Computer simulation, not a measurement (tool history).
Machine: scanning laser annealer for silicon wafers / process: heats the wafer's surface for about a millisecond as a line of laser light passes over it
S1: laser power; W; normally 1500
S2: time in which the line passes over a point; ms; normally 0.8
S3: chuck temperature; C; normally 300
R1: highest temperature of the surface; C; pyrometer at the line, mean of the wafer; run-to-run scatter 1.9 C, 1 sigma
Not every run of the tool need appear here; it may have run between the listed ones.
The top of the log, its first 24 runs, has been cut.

run 25 day=64.108 | S1=1312 S2=0.854 S3=290 | R1=1000
run 26 day=66.512 | S1=1312 S2=0.723 S3=290 | R1=931
-- day=67.271 window over the wafer cleaned
run 27 day=70.029 | S1=1500 S2=0.804 S3=297 | R1=1153
run 28 day=73.925 | S1=1631 S2=0.69 S3=297 | R1=1157
run 29 day=75.646 | S1=1455 S2=0.644 S3=271 | R1=987
run 30 day=78.617 | S1=1599 S2=0.644 S3=302 | R1=1104
run 31 day=81.512 | S1=1599 S2=0.644 S3=302 | R1=1100
run 32 day=84.879 | S1=1604 S2=0.742 S3=300 | R1=1165
run 33 day=88.338 | S1=1604 S2=0.742 S3=300 | R1=1161
run 34 day=90.008 | S1=1473 S2=0.566 S3=327 | R1=989
-- day=91.2 optics aligned, line set to its width
run 35 day=92.962 | S1=1473 S2=0.566 S3=327 | R1=990
run 36 day=94.8 | S1=1500 S2=0.8 S3=302 | R1=1127
run 37 day=98.154 | S1=1500 S2=0.8 S3=302 | R1=1131
run 38 day=101.421 | S1=1500 S2=0.8 S3=287 | R1=1107
run 39 day=104.088 | S1=1500 S2=0.8 S3=287 | R1=1103
run 40 day=105.804 | S1=1318 S2=0.64 S3=320 | R1=930

5 ways to go on from here, each from the tool as it stands after run 40. What would each give?
run A day=109.65 | S1=1318 S2=0.9 S3=320 | R1=?
run B day=109.65 | S1=1318 S2=0.64 S3=312 | R1=?
run C day=109.65 | S1=1299 S2=0.841 S3=337 | R1=?
run D day=109.65 | S1=1500 S2=0.8 S3=282 | R1=?
run E day=109.65 | S1=1416 S2=0.8 S3=300 | R1=?

run=A R1=1057
run=B R1=919
run=C R1=1035
run=D R1=1095
run=E R1=1056
Take away the tool's hidden state, keep each run's random variation, and the runs would have read:
run=A R1=1088
run=B R1=945
run=C R1=1065
run=D R1=1129
run=E R1=1088
